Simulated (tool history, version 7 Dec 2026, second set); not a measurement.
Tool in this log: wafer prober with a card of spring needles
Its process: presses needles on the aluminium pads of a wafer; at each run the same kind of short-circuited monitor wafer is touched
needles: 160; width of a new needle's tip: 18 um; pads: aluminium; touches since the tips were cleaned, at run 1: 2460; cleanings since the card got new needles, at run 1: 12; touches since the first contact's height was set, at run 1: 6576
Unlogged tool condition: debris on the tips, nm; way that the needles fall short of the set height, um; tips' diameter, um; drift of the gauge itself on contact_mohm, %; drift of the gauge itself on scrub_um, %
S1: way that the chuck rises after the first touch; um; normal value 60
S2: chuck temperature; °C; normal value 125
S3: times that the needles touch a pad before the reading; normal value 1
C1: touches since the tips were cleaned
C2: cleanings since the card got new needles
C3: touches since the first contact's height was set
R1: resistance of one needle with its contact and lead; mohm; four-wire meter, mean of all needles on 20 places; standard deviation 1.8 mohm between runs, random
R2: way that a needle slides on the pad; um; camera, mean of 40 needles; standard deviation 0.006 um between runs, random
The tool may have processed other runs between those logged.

| run | hour | S1 | S2 | S3 | C1 | C2 | C3 | R1 | R2 |
|---|---|---|---|---|---|---|---|---|---|
| 1 | 0.0 | 60 | 125 | 1 | 2460 | 12 | 6576 | 188 | 8.018 |
| 2 | 19.0 | 60 | 125 | 1 | 4886 | 12 | 9002 | 190 | 8.010 |
| 3 | 39.1 | 60 | 125 | 1 | 7465 | 12 | 11581 | 186 | 8.011 |
|  | 45.9 | tips cleaned on abrasive film |
| 4 | 54.3 | 60 | 125 | 1 | 1082 | 13 | 13515 | 190 | 8.009 |
| 5 | 74.1 | 40 | 125 | 1 | 3608 | 13 | 16041 | 203 | 5.341 |
| 6 | 89.7 | 52 | 125 | 1 | 5601 | 13 | 18034 | 194 | 6.946 |
|  | 111.7 | tips cleaned on abrasive film |
| 7 | 111.9 | 76 | 125 | 1 | 22 | 14 | 20866 | 181 | 10.140 |
| 8 | 128.2 | 76 | 125 | 1 | 2102 | 14 | 22946 | 183 | 10.129 |
| 9 | 150.3 | 60 | 125 | 1 | 4931 | 14 | 25775 | 186 | 8.002 |
| 10 | 171.4 | 60 | 125 | 1 | 7636 | 14 | 28480 | 189 | 7.998 |
|  | 176.4 | tips cleaned on abrasive film |
| 11 | 185.0 | 60 | 125 | 1 | 1101 | 15 | 30197 | 188 | 7.994 |
| 12 | 198.6 | 60 | 125 | 1 | 2850 | 15 | 31946 | 184 | 7.988 |
| 13 | 218.6 | 74 | 96 | 2 | 5403 | 15 | 34499 | 177 | 9.864 |
| 14 | 228.8 | 52 | 47 | 1 | 6708 | 15 | 35804 | 178 | 6.922 |
|  | 241.7 | tips cleaned on abrasive film |
| 15 | 243.7 | 46 | 66 | 2 | 252 | 16 | 37696 | 181 | 6.121 |
| 16 | 254.0 | 46 | 66 | 2 | 1568 | 16 | 39012 | 183 | 6.122 |
| 17 | 275.3 | 46 | 66 | 2 | 4292 | 16 | 41736 | 182 | 6.130 |
| 18 | 287.8 | 46 | 66 | 2 | 5893 | 16 | 43337 | 182 | 6.126 |

What will run 19 give?
| 19 | 304.1 | 54 | 50 | 2 | 7979 | 16 | 45423 | ? | ? |

R1: 176 mohm
R2: 7.178 um
With the hidden condition absent and the run-to-run variation left alone, this run would have shown R1 176 mohm, R2 7.214 um.
